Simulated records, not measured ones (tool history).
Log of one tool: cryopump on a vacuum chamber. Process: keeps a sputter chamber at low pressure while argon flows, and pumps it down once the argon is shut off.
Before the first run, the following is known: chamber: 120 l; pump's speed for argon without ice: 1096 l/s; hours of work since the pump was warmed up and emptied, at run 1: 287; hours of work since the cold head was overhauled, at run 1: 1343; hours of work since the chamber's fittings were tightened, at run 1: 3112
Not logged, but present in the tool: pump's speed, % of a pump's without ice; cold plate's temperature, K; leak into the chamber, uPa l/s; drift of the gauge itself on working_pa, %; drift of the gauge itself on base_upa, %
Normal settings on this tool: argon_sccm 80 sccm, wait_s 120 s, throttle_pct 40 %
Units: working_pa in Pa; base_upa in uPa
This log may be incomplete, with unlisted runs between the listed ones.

run    hour  argon_sccm  wait_s  throttle_pct  hours of work since the pump was warmed up and emptied  hours of work since the cold head was overhauled  hours of work since the chamber's fittings were tightened  working_pa  base_upa
  1       0          80     120            40                                                     287                                              1343                                                       3112      0.3385      2.06
  2    84.7          80     120            40                                                     328                                              1384                                                       3154      0.3437      2.14
  3   174.9          80     120            40                                                     372                                              1428                                                       3198      0.3494      2.35
  4   222.5          80     120            40                                                     396                                              1451                                                       3221      0.3519      2.36
      288.2  -- leaking fittings of the chamber tightened, without venting
  5     291          80     168            40                                                     428                                              1484                                                          1       0.358      0.66
  6   337.5          80     168            40                                                     451                                              1507                                                         24      0.3627      0.66
  7     382          80     168            40                                                     473                                              1528                                                         46      0.3616      0.67
      446.3  -- pump warmed up, emptied and cooled again
  8   453.6          80     120            40                                                       4                                              1561                                                         78      0.3098       0.7
  9   508.5          80     120            40                                                      30                                              1588                                                        105      0.3115      0.65
 10   562.8          80     120            40                                                      57                                              1614                                                        132      0.3125      0.68
 11   631.2          80     120            40                                                      90                                              1648                                                        165      0.3172      0.72
 12   734.2          80     120            40                                                     141                                              1698                                                        215      0.3224      0.73
 13   820.1          80     176            40                                                     182                                              1740                                                        257       0.328      0.65
 14   899.7          80     176            40                                                     221                                              1779                                                        296      0.3281      0.72
 15   990.2          80      54            40                                                     265                                              1823                                                        340      0.3357       1.1
 16    1039          46      54            40                                                     289                                              1846                                                        364      0.1937      1.18
 17  1142.2          93     119            17                                                     340                                              1897                                                        414      0.8856       0.9
 18  1233.5         159     193            37                                                     384                                              1941                                                        459      0.7423      0.83
 19  1291.2          46     120            44                                                     412                                              1970                                                        487      0.1874      0.96
 20    1344         102      46            15                                                     438                                              1995                                                        513      1.1128      1.45
 21  1420.2         146      46            15                                                     475                                              2033                                                        550      1.5987      1.52
     1477.8  -- pump warmed up, emptied and cooled again
 22  1502.7         146      46            15                                                      12                                              2070                                                        588      1.5155      1.31
 23  1557.4          63      26            30                                                      39                                              2097                                                        614       0.328      1.86

Run 24 comes next. What will it give?
 24  1630.7          76      26            59                                                      75                                              2133                                                        650           ?         ?

working_pa: 0.2076 Pa
base_upa: 1.88 uPa
With the hidden condition absent and the run-to-run variation left alone, this run would have shown working_pa 0.1985 Pa, base_upa 1.55 uPa.
